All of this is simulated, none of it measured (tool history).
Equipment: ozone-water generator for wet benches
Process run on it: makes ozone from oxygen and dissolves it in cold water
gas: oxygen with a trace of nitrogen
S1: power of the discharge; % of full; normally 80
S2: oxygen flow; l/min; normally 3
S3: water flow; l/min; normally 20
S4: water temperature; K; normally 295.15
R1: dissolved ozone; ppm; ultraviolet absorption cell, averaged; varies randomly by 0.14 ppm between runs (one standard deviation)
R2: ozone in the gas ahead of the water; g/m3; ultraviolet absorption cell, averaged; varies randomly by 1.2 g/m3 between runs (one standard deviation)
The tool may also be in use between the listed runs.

{"run": 1, "day": 0.0, "S1": 80, "S2": 3, "S3": 20, "S4": 295.15, "R1": 14.5, "R2": 185.5}
{"run": 2, "day": 9.4, "S1": 59, "S2": 3, "S3": 20, "S4": 295.15, "R1": 11.3, "R2": 144.7}
{"run": 3, "day": 18.088, "S1": 59, "S2": 3, "S3": 20, "S4": 292.15, "R1": 11.6, "R2": 145.1}
{"run": 4, "day": 22.692, "S1": 59, "S2": 3, "S3": 20, "S4": 292.15, "R1": 11.6, "R2": 146}
{"run": 5, "day": 31.733, "S1": 80, "S2": 3, "S3": 20, "S4": 303.15, "R1": 12.8, "R2": 183.1}
{"run": 6, "day": 37.867, "S1": 80, "S2": 3, "S3": 20, "S4": 303.15, "R1": 12.9, "R2": 181.4}
{"run": 7, "day": 41.846, "S1": 80, "S2": 3, "S3": 20, "S4": 303.15, "R1": 13.1, "R2": 184.2}
{"run": 8, "day": 47.9, "S1": 46, "S2": 2.8, "S3": 28, "S4": 291.15, "R1": 7.1, "R2": 123.9}
{"run": 9, "day": 57.675, "S1": 90, "S2": 2.8, "S3": 28, "S4": 291.15, "R1": 11.7, "R2": 205.4}
{"run": 10, "day": 67.333, "S1": 73, "S2": 2.8, "S3": 27, "S4": 291.15, "R1": 10.1, "R2": 174.7}

What if the next run were any one of these 5? Each begins from the tool's condition after run 10:
{"run": "A", "day": 76.712, "S1": 80, "S2": 3, "S3": 20, "S4": 298.15, "R1": "?", "R2": "?"}
{"run": "B", "day": 76.712, "S1": 54, "S2": 3.21, "S3": 22, "S4": 291.15, "R1": "?", "R2": "?"}
{"run": "C", "day": 76.712, "S1": 52, "S2": 2.8, "S3": 27, "S4": 291.15, "R1": "?", "R2": "?"}
{"run": "D", "day": 76.712, "S1": 76, "S2": 2.8, "S3": 27, "S4": 291.15, "R1": "?", "R2": "?"}
{"run": "E", "day": 76.712, "S1": 80, "S2": 2.95, "S3": 20, "S4": 295.15, "R1": "?", "R2": "?"}

run=A R1=13.2 R2=180.4
run=B R1=10.1 R2=128.2
run=C R1=7.9 R2=134.2
run=D R1=10.3 R2=180.2
run=E R1=13.8 R2=181.5
What these runs would have given with no unlogged condition in the tool:
run=A R1=15.8 R2=212.9
run=B R1=11.5 R2=144.3
run=C R1=8.9 R2=150.4
run=D R1=12.2 R2=211.3
run=E R1=16.5 R2=214.2
